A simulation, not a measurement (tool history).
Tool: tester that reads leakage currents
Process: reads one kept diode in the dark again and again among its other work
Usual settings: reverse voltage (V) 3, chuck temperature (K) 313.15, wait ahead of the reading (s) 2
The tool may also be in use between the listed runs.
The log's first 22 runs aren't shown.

run	day	reverse voltage (V)	chuck temperature (K)	wait ahead of the reading (s)	hours of work since the probe card was cleaned	hours of work since the tester was calibrated	hours of work since the chuck was calibrated	current that the tester gives (pA)
23	147.592	11.23	313.15	6.45	2112	4554	1627	812.68
24	153.354	11.23	313.15	6.45	2189	4630	1704	815.6
25	157.433	15.52	313.15	6.45	2243	4684	1758	956.84
26	166.742	3	313.15	4.52	2366	4807	1881	419.92
27	174.4	2.26	316.15	4.71	2467	4908	1982	453.76
# day 178.85: probe card cleaned and baked
# day 180.338: chuck's temperature calibrated
28	183.042	3	300.15	0.96	54	5020	36	175.26
29	190.029	3	300.15	0.96	147	5112	128	175.14
30	194.038	5.12	301.15	1.14	200	5165	181	244.75
31	203.171	5.12	301.15	1.14	321	5286	302	246.02
32	211.629	1.56	321.15	0.36	433	5398	414	569.84
# day 212.129: tester calibrated
33	220.492	1.51	323.15	1.19	549	111	530	624.63
34	225.383	5.75	299.15	2	614	175	595	215.88
35	231.371	3.73	304.15	0.36	693	255	674	253.85
36	238.183	3	327.15	2	783	345	764	1132.85
37	245.254	2.36	313.15	2	877	438	858	389.97
38	251.217	8.78	330.15	4.09	955	517	937	2326.48
39	255.558	4.1	330.15	4.09	1013	575	994	1583.3
40	263.421	5.78	309.15	1.05	1117	679	1098	448.05

3 ways to go on from here, each from the tool as it stands after run 40. What would each give?
A	269.992	4.43	329.15	4.18	1204	766	1185	?
B	269.992	8.13	297.15	2.49	1204	766	1185	?
C	269.992	1.6	325.15	0.85	1204	766	1185	?

run	current that the tester gives (pA)
A	1550.16
B	215.05
C	725.06
Without the tool's hidden state the same runs would have given:
run	current that the tester gives (pA)
A	1581.31
B	218.36
C	740.17

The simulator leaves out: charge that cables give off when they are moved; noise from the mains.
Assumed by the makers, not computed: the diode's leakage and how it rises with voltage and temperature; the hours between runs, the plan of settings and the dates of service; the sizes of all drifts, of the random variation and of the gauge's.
